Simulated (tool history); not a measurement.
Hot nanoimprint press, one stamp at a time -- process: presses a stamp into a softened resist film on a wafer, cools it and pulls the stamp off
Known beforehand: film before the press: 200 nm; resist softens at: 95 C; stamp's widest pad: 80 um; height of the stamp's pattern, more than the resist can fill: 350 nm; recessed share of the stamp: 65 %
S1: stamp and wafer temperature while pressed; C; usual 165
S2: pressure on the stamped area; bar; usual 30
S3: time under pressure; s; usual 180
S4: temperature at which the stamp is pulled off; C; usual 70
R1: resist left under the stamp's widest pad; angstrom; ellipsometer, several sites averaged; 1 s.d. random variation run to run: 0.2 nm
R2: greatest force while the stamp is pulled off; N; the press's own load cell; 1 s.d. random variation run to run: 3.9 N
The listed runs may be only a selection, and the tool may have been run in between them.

| run | day | S1 | S2 | S3 | S4 | R1 | R2 |
|---|---|---|---|---|---|---|---|
| 1 | 0 | 165 | 30 | 180 | 70 | 688 | 259 |
| 2 | 0.446 | 165 | 30 | 180 | 70 | 686 | 266 |
| 3 | 0.721 | 165 | 30 | 180 | 70 | 687 | 267 |
| 4 | 1.05 | 165 | 30 | 180 | 70 | 688 | 258 |
| 5 | 1.354 | 174 | 30 | 180 | 70 | 456 | 271 |
| 6 | 1.712 | 165 | 37.4 | 180 | 70 | 616 | 262 |
| 7 | 2.054 | 165 | 37.4 | 180 | 70 | 615 | 270 |
| 8 | 2.475 | 165 | 37.4 | 180 | 71 | 615 | 261 |
| 9 | 2.75 | 165 | 37.4 | 180 | 71 | 616 | 271 |
| 10 | 3.192 | 165 | 37.4 | 180 | 71 | 612 | 269 |
|  | 3.342 | plate thermocouple calibrated |
| 11 | 3.65 | 165 | 37.4 | 180 | 71 | 613 | 275 |
| 12 | 3.929 | 165 | 37.4 | 180 | 71 | 612 | 268 |
| 13 | 4.321 | 165 | 37.4 | 180 | 71 | 613 | 273 |
| 14 | 4.758 | 165 | 37.4 | 180 | 71 | 606 | 261 |
| 15 | 5.221 | 165 | 37.4 | 180 | 71 | 611 | 273 |
| 16 | 5.479 | 172 | 41.1 | 153 | 55 | 448 | 312 |
|  | 5.871 | plate thermocouple calibrated, once more |
| 17 | 5.996 | 172 | 41.1 | 153 | 55 | 464 | 320 |
| 18 | 6.446 | 160 | 30 | 230 | 69 | 807 | 283 |
| 19 | 6.821 | 157 | 41.6 | 180 | 70 | 876 | 281 |
| 20 | 7.033 | 157 | 41.6 | 180 | 70 | 880 | 294 |
| 21 | 7.388 | 157 | 41.6 | 180 | 70 | 878 | 282 |
| 22 | 7.621 | 157 | 41.6 | 180 | 70 | 878 | 273 |
| 23 | 7.829 | 155 | 30 | 180 | 70 | 1113 | 282 |
| 24 | 8.058 | 165 | 30 | 180 | 73 | 694 | 284 |
| 25 | 8.346 | 163 | 19.9 | 180 | 67 | 926 | 293 |
| 26 | 8.692 | 160 | 30 | 228 | 70 | 804 | 288 |
| 27 | 9.142 | 163 | 29.9 | 240 | 70 | 681 | 278 |
| 28 | 9.446 | 174 | 30 | 180 | 70 | 464 | 287 |
| 29 | 9.85 | 174 | 30 | 180 | 70 | 458 | 289 |
| 30 | 10.112 | 174 | 47.1 | 144 | 61 | 403 | 331 |

Below, some changes in R1 between adjacent runs. For each, the amount present without the hidden state too (settings, incoming material, random variation) and the amount remaining for the hidden state with gauge scatter not shared by both compared results:
Hidden state at play: true temperature over the reading, C; pressure that arrives at the usual setting, %; grip of the stamp's worn release coat, % over a new coat's; drift of the gauge itself on residual_nm, %; drift of the gauge itself on pull_off_n, %.
Run 4 -> 5: S1 165 -> 174. R1 -232 angstrom: hidden state +4, all else -236.
Run 15 -> 16: S1 165 -> 172, S2 37.4 -> 41.1, S3 180 -> 153, S4 71 -> 55. R1 -163 angstrom: hidden state +6, all else -169.
Run 16 -> 17: plate thermocouple calibrated, once more. R1 +16 angstrom: hidden state +15, all else +1.
Run 17 -> 18: S1 172 -> 160, S2 41.1 -> 30, S3 153 -> 230, S4 55 -> 69. R1 +343 angstrom: hidden state -2, all else +345.
Run 22 -> 23: S1 157 -> 155, S2 41.6 -> 30. R1 +235 angstrom: hidden state -2, all else +237.
Run 23 -> 24: S1 155 -> 165, S4 70 -> 73. R1 -419 angstrom: hidden state +1, all else -420.
